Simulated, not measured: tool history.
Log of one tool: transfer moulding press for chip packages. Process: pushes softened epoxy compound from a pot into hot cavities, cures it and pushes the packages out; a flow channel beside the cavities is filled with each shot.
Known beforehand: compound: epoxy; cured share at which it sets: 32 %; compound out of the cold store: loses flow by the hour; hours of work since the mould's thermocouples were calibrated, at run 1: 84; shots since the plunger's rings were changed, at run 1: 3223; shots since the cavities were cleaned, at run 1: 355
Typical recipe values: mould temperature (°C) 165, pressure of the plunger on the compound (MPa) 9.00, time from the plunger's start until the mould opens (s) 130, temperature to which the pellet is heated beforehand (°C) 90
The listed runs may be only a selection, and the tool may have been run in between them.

run    hour  mould temperature (°C)  pressure of the plunger on the compound (MPa)  time from the plunger's start until the mould opens (s)  temperature to which the pellet is heated beforehand (°C)  hours of work since the mould's thermocouples were calibrated  shots since the plunger's rings were changed  shots since the cavities were cleaned  incoming compound's hours out of the cold store  length that the compound runs in the flow channel (mm)  greatest force on the pins that push the packages out (N)
  1     0.0                     165                                           9.00                                                      130                                                         90                                                             84                                          3223                                    355                                             36.2                                                     759                                                        727
  2    54.0                     165                                           9.00                                                      130                                                         90                                                            122                                          3804                                    936                                             24.6                                                     791                                                        945
       59.2  -- cavities cleaned with cleaning compound and waxed
  3   107.7                     164                                           9.00                                                      130                                                         90                                                            158                                          4365                                    522                                             11.9                                                     844                                                       1115
  4   145.6                     164                                           9.00                                                      130                                                         90                                                            184                                          4772                                    929                                             43.3                                                     715                                                       1046
      151.4  -- cavities cleaned with cleaning compound and waxed, once more
  5   171.7                     165                                           9.00                                                      134                                                         90                                                            201                                          5037                                    218                                             13.2                                                     815                                                        680
  6   198.9                     165                                           9.00                                                      134                                                         90                                                            220                                          5330                                    511                                             25.5                                                     770                                                        831
  7   231.1                     165                                           9.00                                                      134                                                         90                                                            242                                          5676                                    857                                             38.4                                                     718                                                        890
      244.7  -- cavities cleaned with cleaning compound and waxed
      251.5  -- plunger's sealing rings changed
  8   280.2                     165                                           9.00                                                      130                                                         90                                                            274                                           310                                    356                                             29.7                                                     825                                                        768
  9   305.8                     165                                           9.00                                                      130                                                         90                                                            292                                           585                                    631                                             26.6                                                     828                                                        909
      337.6  -- cavities cleaned with cleaning compound and waxed
 10   342.2                     165                                           9.00                                                      130                                                         90                                                            316                                           960                                     49                                             30.5                                                     821                                                        506
 11   369.4                     165                                           9.00                                                      119                                                         90                                                            334                                          1252                                    341                                             18.3                                                     847                                                        813
 12   418.6                     165                                           9.00                                                      119                                                         90                                                            369                                          1782                                    871                                             33.0                                                     793                                                       1047
      429.1  -- cavities cleaned with cleaning compound and waxed
 13   474.5                     165                                          10.79                                                      130                                                         90                                                            406                                          2367                                    489                                             45.7                                                     804                                                        831
      521.1  -- cavities cleaned with cleaning compound and waxed
 14   521.1                     165                                          10.79                                                      130                                                         90                                                            438                                          2852                                      0                                             37.5                                                     828                                                        463
 15   572.0                     165                                          10.79                                                      130                                                         90                                                            473                                          3400                                    548                                             43.9                                                     800                                                        858
      613.0  -- cavities cleaned with cleaning compound and waxed
 16   626.3                     163                                           7.49                                                      119                                                         86                                                            509                                          3968                                    143                                             14.6                                                     758                                                        808
 17   650.4                     163                                           7.49                                                      119                                                         86                                                            526                                          4227                                    402                                             34.4                                                     695                                                        999
 18   684.8                     163                                           7.49                                                      119                                                         86                                                            550                                          4597                                    772                                             36.0                                                     675                                                       1078
      706.8  -- cavities cleaned with cleaning compound and waxed
 19   723.9                     170                                           7.30                                                      160                                                         88                                                            576                                          5002                                    184                                             25.0                                                     669                                                        600
 20   775.3                     170                                           7.30                                                      160                                                         88                                                            612                                          5554                                    736                                             41.2                                                     625                                                        812
      797.8  -- cavities cleaned with cleaning compound and waxed
 21   798.8                     168                                           7.03                                                      118                                                         99                                                            627                                          5791                                     10                                             45.2                                                     594                                                        467
      809.6  -- mould's thermocouples calibrated
      812.1  -- plunger's sealing rings changed
 22   835.3                     172                                           7.00                                                      153                                                         99                                                             16                                           249                                    354                                             29.6                                                     697                                                        680
 23   863.2                     165                                           9.00                                                      165                                                         93                                                             35                                           550                                    655                                             18.8                                                     860                                                        825
      894.0  -- cavities cleaned with cleaning compound and waxed
 24   913.3                     166                                           9.00                                                      121                                                         91                                                             69                                          1072                                    207                                              8.6                                                     882                                                        698
 25   966.6                     163                                           6.84                                                      121                                                         91                                                            106                                          1646                                    781                                             31.6                                                     707                                                       1023
      985.2  -- cavities cleaned with cleaning compound and waxed
 26  1019.0                     170                                           8.70                                                      119                                                         88                                                            141                                          2193                                    363                                             40.8                                                     718                                                        687
 27  1061.6                     163                                           8.04                                                      122                                                         91                                                            171                                          2651                                    821                                             10.4                                                     822                                                       1120
     1077.5  -- cavities cleaned with cleaning compound and waxed
 28  1117.3                     163                                          10.73                                                      140                                                         91                                                            208                                          3235                                    428                                             33.0                                                     847                                                        792

Hidden state at the last listed run before each entry between runs and at the first one after, where it differs:
Runs 2 to 3: cavities cleaned with cleaning compound and waxed (hour 59.2)
  true mould temperature over the reading, C: -0.09 -> -0.14; pressure that reaches the compound, % of what is set: 87.24 -> 85.19; grip of the stained cavities, % over clean ones': 107.7 -> 137.6
  measured result minus the result with no hidden state, length that the compound runs in the flow channel (mm): -56 -> -70; greatest force on the pins that push the packages out (N): +491 -> +648
Runs 4 to 5: cavities cleaned with cleaning compound and waxed, once more (hour 151.4)
  true mould temperature over the reading, C: -0.17 -> -0.19; pressure that reaches the compound, % of what is set: 83.63 -> 82.76; grip of the stained cavities, % over clean ones': 127.7 -> 51.8
  measured result minus the result with no hidden state, length that the compound runs in the flow channel (mm): -66 -> -80; greatest force on the pins that push the packages out (N): +589 -> +230
Runs 7 to 8: cavities cleaned with cleaning compound and waxed (hour 244.7); plunger's sealing rings changed (hour 251.5)
  true mould temperature over the reading, C: -0.24 -> -0.28; pressure that reaches the compound, % of what is set: 80.46 -> 98.39; grip of the stained cavities, % over clean ones': 106.2 -> 69.2
  measured result minus the result with no hidden state, length that the compound runs in the flow channel (mm): -81 -> -5; greatest force on the pins that push the packages out (N): +465 -> +317
Runs 9 to 10: cavities cleaned with cleaning compound and waxed (hour 337.6)
  true mould temperature over the reading, C: -0.3 -> -0.33; pressure that reaches the compound, % of what is set: 97.31 -> 95.87; grip of the stained cavities, % over clean ones': 93.9 -> 12
  measured result minus the result with no hidden state, length that the compound runs in the flow channel (mm): -10 -> -16; greatest force on the pins that push the packages out (N): +445 -> +59
Runs 12 to 13: cavities cleaned with cleaning compound and waxed (hour 429.1)
  true mould temperature over the reading, C: -0.39 -> -0.44; pressure that reaches the compound, % of what is set: 93.07 -> 90.98; grip of the stained cavities, % over clean ones': 104.6 -> 84.8
  measured result minus the result with no hidden state, length that the compound runs in the flow channel (mm): -27 -> -37; greatest force on the pins that push the packages out (N): +544 -> +385
Runs 13 to 14: cavities cleaned with cleaning compound and waxed (hour 521.1)
  true mould temperature over the reading, C: -0.44 -> -0.48; pressure that reaches the compound, % of what is set: 90.98 -> 89.29; grip of the stained cavities, % over clean ones': 84.8 -> 0.9
  measured result minus the result with no hidden state, length that the compound runs in the flow channel (mm): -37 -> -46; greatest force on the pins that push the packages out (N): +385 -> +10
Runs 15 to 16: cavities cleaned with cleaning compound and waxed (hour 613.0)
  true mould temperature over the reading, C: -0.52 -> -0.57; pressure that reaches the compound, % of what is set: 87.16 -> 85.16; grip of the stained cavities, % over clean ones': 92.2 -> 36.3
  measured result minus the result with no hidden state, length that the compound runs in the flow channel (mm): -54 -> -61; greatest force on the pins that push the packages out (N): +418 -> +236
Runs 18 to 19: cavities cleaned with cleaning compound and waxed (hour 706.8)
  true mould temperature over the reading, C: -0.61 -> -0.65; pressure that reaches the compound, % of what is set: 82.93 -> 81.53; grip of the stained cavities, % over clean ones': 102.7 -> 42.8
  measured result minus the result with no hidden state, length that the compound runs in the flow channel (mm): -63 -> -70; greatest force on the pins that push the packages out (N): +566 -> +180
Runs 20 to 21: cavities cleaned with cleaning compound and waxed (hour 797.8)
  true mould temperature over the reading, C: -0.69 -> -0.71; pressure that reaches the compound, % of what is set: 79.56 -> 78.66; grip of the stained cavities, % over clean ones': 99.8 -> 3.5
  measured result minus the result with no hidden state, length that the compound runs in the flow channel (mm): -73 -> -73; greatest force on the pins that push the packages out (N): +408 -> +23
Runs 21 to 22: mould's thermocouples calibrated (hour 809.6); plunger's sealing rings changed (hour 812.1)
  true mould temperature over the reading, C: -0.71 -> 0.05; pressure that reaches the compound, % of what is set: 78.66 -> 98.98; grip of the stained cavities, % over clean ones': 3.5 -> 68.4
  measured result minus the result with no hidden state, length that the compound runs in the flow channel (mm): -73 -> -4; greatest force on the pins that push the packages out (N): +23 -> +276
Runs 23 to 24: cavities cleaned with cleaning compound and waxed (hour 894.0)
  true mould temperature over the reading, C: 0.03 -> -0.01; pressure that reaches the compound, % of what is set: 97.86 -> 95.8; grip of the stained cavities, % over clean ones': 94.8 -> 47
  measured result minus the result with no hidden state, length that the compound runs in the flow channel (mm): -10 -> -19; greatest force on the pins that push the packages out (N): +401 -> +225
Runs 25 to 26: cavities cleaned with cleaning compound and waxed (hour 985.2)
  true mould temperature over the reading, C: -0.06 -> -0.1; pressure that reaches the compound, % of what is set: 93.72 -> 91.71; grip of the stained cavities, % over clean ones': 101.5 -> 68.6
  measured result minus the result with no hidden state, length that the compound runs in the flow channel (mm): -23 -> -32; greatest force on the pins that push the packages out (N): +516 -> +280
Runs 27 to 28: cavities cleaned with cleaning compound and waxed (hour 1077.5)
  true mould temperature over the reading, C: -0.13 -> -0.18; pressure that reaches the compound, % of what is set: 89.98 -> 88.03; grip of the stained cavities, % over clean ones': 103.8 -> 76.1
  measured result minus the result with no hidden state, length that the compound runs in the flow channel (mm): -44 -> -55; greatest force on the pins that push the packages out (N): +569 -> +345
